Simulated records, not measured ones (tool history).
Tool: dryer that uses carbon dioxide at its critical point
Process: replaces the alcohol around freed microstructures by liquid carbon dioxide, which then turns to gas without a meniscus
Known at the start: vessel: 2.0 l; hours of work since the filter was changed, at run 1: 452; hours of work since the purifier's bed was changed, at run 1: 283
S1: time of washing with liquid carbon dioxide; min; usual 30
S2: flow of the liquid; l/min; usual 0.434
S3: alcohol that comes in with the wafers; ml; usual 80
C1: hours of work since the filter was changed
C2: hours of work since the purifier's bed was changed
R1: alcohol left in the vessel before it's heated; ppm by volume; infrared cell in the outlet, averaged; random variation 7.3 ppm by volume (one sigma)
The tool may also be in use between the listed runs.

{"run": 1, "day": 0.0, "S1": 30, "S2": 0.434, "S3": 80, "C1": 452, "C2": 283, "R1": 729}
{"run": 2, "day": 0.521, "S1": 30, "S2": 0.434, "S3": 80, "C1": 460, "C2": 291, "R1": 738}
{"run": 3, "day": 1.183, "S1": 30, "S2": 0.434, "S3": 80, "C1": 470, "C2": 301, "R1": 742}
{"run": 4, "day": 1.971, "S1": 30, "S2": 0.434, "S3": 80, "C1": 482, "C2": 312, "R1": 773}
{"run": 5, "day": 2.438, "S1": 21, "S2": 0.434, "S3": 80, "C1": 489, "C2": 319, "R1": 2438}
{"run": 6, "day": 3.088, "S1": 30, "S2": 0.434, "S3": 80, "C1": 498, "C2": 329, "R1": 818}
{"run": 7, "day": 3.475, "S1": 30, "S2": 0.434, "S3": 80, "C1": 504, "C2": 335, "R1": 798}
{"day": 3.688, "done": "inlet filter changed"}
{"run": 8, "day": 4.279, "S1": 30, "S2": 0.434, "S3": 80, "C1": 9, "C2": 346, "R1": 479}
{"run": 9, "day": 4.646, "S1": 30, "S2": 0.434, "S3": 80, "C1": 14, "C2": 352, "R1": 478}
{"run": 10, "day": 5.446, "S1": 30, "S2": 0.434, "S3": 80, "C1": 26, "C2": 364, "R1": 491}
{"run": 11, "day": 6.221, "S1": 30, "S2": 0.434, "S3": 80, "C1": 38, "C2": 375, "R1": 501}
{"run": 12, "day": 7.017, "S1": 30, "S2": 0.434, "S3": 80, "C1": 50, "C2": 387, "R1": 517}
{"run": 13, "day": 7.85, "S1": 30, "S2": 0.434, "S3": 80, "C1": 62, "C2": 400, "R1": 543}
{"run": 14, "day": 8.312, "S1": 30, "S2": 0.434, "S3": 80, "C1": 69, "C2": 406, "R1": 550}
{"run": 15, "day": 9.075, "S1": 30, "S2": 0.434, "S3": 80, "C1": 80, "C2": 418, "R1": 533}
{"run": 16, "day": 9.75, "S1": 30, "S2": 0.434, "S3": 80, "C1": 91, "C2": 428, "R1": 567}
{"run": 17, "day": 10.292, "S1": 30, "S2": 0.507, "S3": 80, "C1": 99, "C2": 436, "R1": 360}
{"run": 18, "day": 10.896, "S1": 29, "S2": 0.507, "S3": 80, "C1": 108, "C2": 445, "R1": 394}
{"run": 19, "day": 11.454, "S1": 30, "S2": 0.434, "S3": 80, "C1": 116, "C2": 453, "R1": 586}
{"run": 20, "day": 12.129, "S1": 34, "S2": 0.434, "S3": 80, "C1": 126, "C2": 463, "R1": 408}
{"run": 21, "day": 12.688, "S1": 30, "S2": 0.434, "S3": 80, "C1": 134, "C2": 472, "R1": 578}
{"run": 22, "day": 13.438, "S1": 30, "S2": 0.434, "S3": 80, "C1": 146, "C2": 483, "R1": 609}
{"run": 23, "day": 13.867, "S1": 30, "S2": 0.282, "S3": 80, "C1": 152, "C2": 489, "R1": 2197}
{"run": 24, "day": 14.304, "S1": 30, "S2": 0.282, "S3": 80, "C1": 159, "C2": 496, "R1": 2245}
{"run": 25, "day": 14.742, "S1": 30, "S2": 0.282, "S3": 80, "C1": 165, "C2": 502, "R1": 2214}
{"run": 26, "day": 15.45, "S1": 30, "S2": 0.282, "S3": 80, "C1": 176, "C2": 513, "R1": 2261}
{"run": 27, "day": 16.075, "S1": 30, "S2": 0.282, "S3": 80, "C1": 185, "C2": 522, "R1": 2275}
{"run": 28, "day": 16.75, "S1": 30, "S2": 0.322, "S3": 80, "C1": 195, "C2": 532, "R1": 1582}
{"run": 29, "day": 17.179, "S1": 30, "S2": 0.713, "S3": 52, "C1": 201, "C2": 539, "R1": 218}
{"run": 30, "day": 17.967, "S1": 18, "S2": 0.434, "S3": 34, "C1": 213, "C2": 551, "R1": 1407}
{"run": 31, "day": 18.496, "S1": 44, "S2": 0.307, "S3": 21, "C1": 221, "C2": 558, "R1": 306}
{"run": 32, "day": 19.246, "S1": 18, "S2": 0.306, "S3": 80, "C1": 232, "C2": 570, "R1": 6150}
{"run": 33, "day": 19.683, "S1": 24, "S2": 0.434, "S3": 55, "C1": 239, "C2": 576, "R1": 999}
{"run": 34, "day": 20.225, "S1": 36, "S2": 0.496, "S3": 100, "C1": 247, "C2": 584, "R1": 345}
{"run": 35, "day": 21.029, "S1": 36, "S2": 0.496, "S3": 100, "C1": 259, "C2": 596, "R1": 357}
{"run": 36, "day": 21.658, "S1": 30, "S2": 0.454, "S3": 81, "C1": 268, "C2": 606, "R1": 640}
{"run": 37, "day": 22.35, "S1": 30, "S2": 0.434, "S3": 51, "C1": 279, "C2": 616, "R1": 555}
{"run": 38, "day": 22.962, "S1": 37, "S2": 0.723, "S3": 38, "C1": 288, "C2": 625, "R1": 254}
{"run": 39, "day": 23.312, "S1": 37, "S2": 0.723, "S3": 38, "C1": 293, "C2": 630, "R1": 240}
{"run": 40, "day": 23.667, "S1": 41, "S2": 0.36, "S3": 38, "C1": 298, "C2": 636, "R1": 378}
{"run": 41, "day": 24.429, "S1": 24, "S2": 0.486, "S3": 47, "C1": 310, "C2": 647, "R1": 751}
{"run": 42, "day": 24.917, "S1": 28, "S2": 0.486, "S3": 36, "C1": 317, "C2": 654, "R1": 456}
{"run": 43, "day": 25.396, "S1": 25, "S2": 0.486, "S3": 57, "C1": 324, "C2": 661, "R1": 754}
{"day": 25.667, "done": "purifier's bed changed"}
{"run": 44, "day": 26.042, "S1": 25, "S2": 0.486, "S3": 57, "C1": 332, "C2": 6, "R1": 510}
{"run": 45, "day": 26.412, "S1": 20, "S2": 0.358, "S3": 105, "C1": 337, "C2": 11, "R1": 4842}
{"run": 46, "day": 26.904, "S1": 31, "S2": 0.45, "S3": 105, "C1": 345, "C2": 18, "R1": 522}

Some steps in R1 between neighbouring runs. How much of each would the tool show without its hidden state too (settings, what came in, random variation), and how much is left for the hidden state, with any gauge scatter that isn't in both results?
The hidden state here: flow that reaches the vessel past the clogged filter, %; alcohol in the recycled carbon dioxide, ppm; drift of the gauge itself on alcohol_ppm, %.
Run 31 -> 32: S1 44 -> 18, S2 0.307 -> 0.306, S3 21 -> 80. R1 +5844 ppm by volume: hidden state +677, all else +5167.
Run 32 -> 33: S1 18 -> 24, S2 0.306 -> 0.434, S3 80 -> 55. R1 -5151 ppm by volume: hidden state -530, all else -4621.
Run 44 -> 45: S1 25 -> 20, S2 0.486 -> 0.358, S3 57 -> 105. R1 +4332 ppm by volume: hidden state +843, all else +3489.
Run 45 -> 46: S1 20 -> 31, S2 0.358 -> 0.45. R1 -4320 ppm by volume: hidden state -811, all else -3509.
